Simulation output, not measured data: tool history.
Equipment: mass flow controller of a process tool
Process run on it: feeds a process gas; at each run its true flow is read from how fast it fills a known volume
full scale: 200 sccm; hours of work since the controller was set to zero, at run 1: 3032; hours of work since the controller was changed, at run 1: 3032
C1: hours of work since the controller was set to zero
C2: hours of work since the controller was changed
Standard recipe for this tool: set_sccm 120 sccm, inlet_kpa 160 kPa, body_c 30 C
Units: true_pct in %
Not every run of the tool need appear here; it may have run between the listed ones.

run 1 day=0 | set_sccm=120 inlet_kpa=160 body_c=30 | C1=3032 C2=3032 | true_pct=97.76
run 2 day=7.212 | set_sccm=120 inlet_kpa=222 body_c=30 | C1=3115 C2=3115 | true_pct=98.16
run 3 day=11.408 | set_sccm=120 inlet_kpa=222 body_c=30 | C1=3163 C2=3163 | true_pct=98.29
run 4 day=15.638 | set_sccm=120 inlet_kpa=222 body_c=30 | C1=3211 C2=3211 | true_pct=98.28
run 5 day=22.725 | set_sccm=120 inlet_kpa=222 body_c=30 | C1=3293 C2=3293 | true_pct=98.19
run 6 day=28.038 | set_sccm=120 inlet_kpa=222 body_c=30 | C1=3354 C2=3354 | true_pct=98.26
run 7 day=35.729 | set_sccm=120 inlet_kpa=222 body_c=30 | C1=3442 C2=3442 | true_pct=98.18
run 8 day=41.654 | set_sccm=120 inlet_kpa=222 body_c=30 | C1=3510 C2=3510 | true_pct=98.11
run 9 day=48.425 | set_sccm=120 inlet_kpa=160 body_c=30 | C1=3588 C2=3588 | true_pct=97.66
run 10 day=54.092 | set_sccm=120 inlet_kpa=160 body_c=30 | C1=3653 C2=3653 | true_pct=97.58
run 11 day=60.379 | set_sccm=120 inlet_kpa=160 body_c=30 | C1=3726 C2=3726 | true_pct=97.73
run 12 day=63.9 | set_sccm=29 inlet_kpa=160 body_c=30 | C1=3766 C2=3766 | true_pct=94.22
run 13 day=71.608 | set_sccm=29 inlet_kpa=160 body_c=30 | C1=3855 C2=3855 | true_pct=94.05
run 14 day=77.912 | set_sccm=120 inlet_kpa=160 body_c=24 | C1=3927 C2=3927 | true_pct=97.63
run 15 day=82.554 | set_sccm=120 inlet_kpa=160 body_c=24 | C1=3981 C2=3981 | true_pct=97.65
run 16 day=88.458 | set_sccm=50 inlet_kpa=160 body_c=30 | C1=4048 C2=4048 | true_pct=95.66
run 17 day=91.992 | set_sccm=50 inlet_kpa=160 body_c=30 | C1=4089 C2=4089 | true_pct=95.74
run 18 day=95.45 | set_sccm=50 inlet_kpa=160 body_c=35 | C1=4129 C2=4129 | true_pct=95.45
run 19 day=101.383 | set_sccm=120 inlet_kpa=160 body_c=30 | C1=4197 C2=4197 | true_pct=97.37
run 20 day=107.512 | set_sccm=120 inlet_kpa=160 body_c=30 | C1=4267 C2=4267 | true_pct=97.42
run 21 day=113.646 | set_sccm=24 inlet_kpa=160 body_c=30 | C1=4338 C2=4338 | true_pct=92.6
run 22 day=118.617 | set_sccm=24 inlet_kpa=160 body_c=30 | C1=4395 C2=4395 | true_pct=92.51
run 23 day=124.796 | set_sccm=24 inlet_kpa=160 body_c=30 | C1=4466 C2=4466 | true_pct=92.52
run 24 day=129.017 | set_sccm=24 inlet_kpa=160 body_c=30 | C1=4515 C2=4515 | true_pct=92.43
run 25 day=136.525 | set_sccm=140 inlet_kpa=160 body_c=30 | C1=4601 C2=4601 | true_pct=97.42
run 26 day=143.471 | set_sccm=116 inlet_kpa=160 body_c=30 | C1=4681 C2=4681 | true_pct=97.21
run 27 day=150.688 | set_sccm=156 inlet_kpa=152 body_c=27 | C1=4764 C2=4764 | true_pct=97.54
run 28 day=154.85 | set_sccm=70 inlet_kpa=197 body_c=23 | C1=4811 C2=4811 | true_pct=96.47
run 29 day=159.329 | set_sccm=70 inlet_kpa=197 body_c=23 | C1=4863 C2=4863 | true_pct=96.42
run 30 day=165.712 | set_sccm=70 inlet_kpa=197 body_c=23 | C1=4936 C2=4936 | true_pct=96.5
run 31 day=171.375 | set_sccm=70 inlet_kpa=197 body_c=23 | C1=5001 C2=5001 | true_pct=96.39
run 32 day=176.917 | set_sccm=70 inlet_kpa=197 body_c=23 | C1=5065 C2=5065 | true_pct=96.39
run 33 day=181.612 | set_sccm=70 inlet_kpa=197 body_c=23 | C1=5119 C2=5119 | true_pct=96.26
run 34 day=187.383 | set_sccm=70 inlet_kpa=197 body_c=23 | C1=5185 C2=5185 | true_pct=96.23
run 35 day=191.392 | set_sccm=55 inlet_kpa=160 body_c=38 | C1=5231 C2=5231 | true_pct=94.84
run 36 day=198.025 | set_sccm=55 inlet_kpa=160 body_c=38 | C1=5308 C2=5308 | true_pct=94.81
run 37 day=203.179 | set_sccm=169 inlet_kpa=252 body_c=34 | C1=5367 C2=5367 | true_pct=98.13
run 38 day=208.379 | set_sccm=169 inlet_kpa=252 body_c=34 | C1=5427 C2=5427 | true_pct=98.05
run 39 day=212.917 | set_sccm=172 inlet_kpa=208 body_c=28 | C1=5479 C2=5479 | true_pct=97.98
run 40 day=219.538 | set_sccm=120 inlet_kpa=180 body_c=24 | C1=5555 C2=5555 | true_pct=97.14
run 41 day=225.975 | set_sccm=79 inlet_kpa=159 body_c=30 | C1=5629 C2=5629 | true_pct=95.9
run 42 day=231.546 | set_sccm=79 inlet_kpa=159 body_c=30 | C1=5693 C2=5693 | true_pct=95.69
run 43 day=235.238 | set_sccm=79 inlet_kpa=159 body_c=30 | C1=5735 C2=5735 | true_pct=95.87
run 44 day=239.412 | set_sccm=98 inlet_kpa=160 body_c=20 | C1=5783 C2=5783 | true_pct=96.52
run 45 day=246.021 | set_sccm=98 inlet_kpa=160 body_c=20 | C1=5859 C2=5859 | true_pct=96.64
run 46 day=251.921 | set_sccm=120 inlet_kpa=160 body_c=27 | C1=5927 C2=5927 | true_pct=96.73
run 47 day=256.204 | set_sccm=169 inlet_kpa=242 body_c=20 | C1=5976 C2=5976 | true_pct=98.16
run 48 day=260.192 | set_sccm=169 inlet_kpa=242 body_c=20 | C1=6022 C2=6022 | true_pct=98.2

Predict each of these 4 candidate next runs independently; none follows another, all start after run 48:
run A day=266.958 | set_sccm=120 inlet_kpa=278 body_c=30 | C1=6100 C2=6100 | true_pct=?
run B day=266.958 | set_sccm=28 inlet_kpa=162 body_c=34 | C1=6100 C2=6100 | true_pct=?
run C day=266.958 | set_sccm=115 inlet_kpa=160 body_c=30 | C1=6100 C2=6100 | true_pct=?
run D day=266.958 | set_sccm=34 inlet_kpa=185 body_c=20 | C1=6100 C2=6100 | true_pct=?

run=A true_pct=97.45
run=B true_pct=91.26
run=C true_pct=96.48
run=D true_pct=92.91
Had the tool no hidden state, the same runs would have come out as:
run=A true_pct=100.02
run=B true_pct=98.6
run=C true_pct=99.12
run=D true_pct=99.15
